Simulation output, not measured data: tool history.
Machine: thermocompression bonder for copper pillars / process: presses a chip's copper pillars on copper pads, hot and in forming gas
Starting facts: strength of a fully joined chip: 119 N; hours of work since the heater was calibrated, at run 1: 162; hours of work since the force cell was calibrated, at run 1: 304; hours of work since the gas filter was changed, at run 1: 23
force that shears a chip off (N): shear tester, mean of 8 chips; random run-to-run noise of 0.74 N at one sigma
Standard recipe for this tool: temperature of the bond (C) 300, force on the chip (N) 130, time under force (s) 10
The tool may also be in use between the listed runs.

run,day,temperature of the bond (C),force on the chip (N),time under force (s),hours of work since the heater was calibrated,hours of work since the force cell was calibrated,hours of work since the gas filter was changed,force that shears a chip off (N)
1,0,300,130,10,162,304,23,67.4
2,1.033,300,130,10,179,321,40,68.3
3,1.679,300,130,10,190,332,51,67.9
4,2.575,300,130,10,205,347,66,66.3
5,3.121,300,130,5,214,356,75,51.6
6,3.967,300,130,10,228,370,89,64.8
7,4.588,300,130,10,238,380,99,65
8,5.746,300,130,9,257,399,118,63.6
9,6.258,300,130,9,266,408,127,62.3
10,7.183,286,131,12,281,423,142,57.8
11,8.2,294,135,16,298,440,159,71.3
12,9.271,299,165,10,315,457,176,73.2
13,10.542,305,165,9,336,478,197,74.8
14,11.75,293,148,15,356,498,217,71.9
15,12.962,300,85,12,376,518,237,43.9
16,13.633,290,85,10,387,529,248,35.3

Table of differences, measured result less the result of that run with no hidden state. Run-to-run variation is the same in both. Gauge scatter possibly is not:
Unlogged tool condition in this case: true temperature of the bond over the reading, C; force that reaches the chip, % of what is set; oxide that the forming gas leaves, % of the face; drift of the gauge itself on shear_n, %.
run,force that shears a chip off (N)
1,-4.3
2,-5
3,-5.5
4,-6
5,-5.6
6,-7
7,-7.4
8,-8.1
9,-8.4
10,-8.9
11,-10.5
12,-11.3
13,-12.5
14,-13.4
15,-10.5
16,-9.3
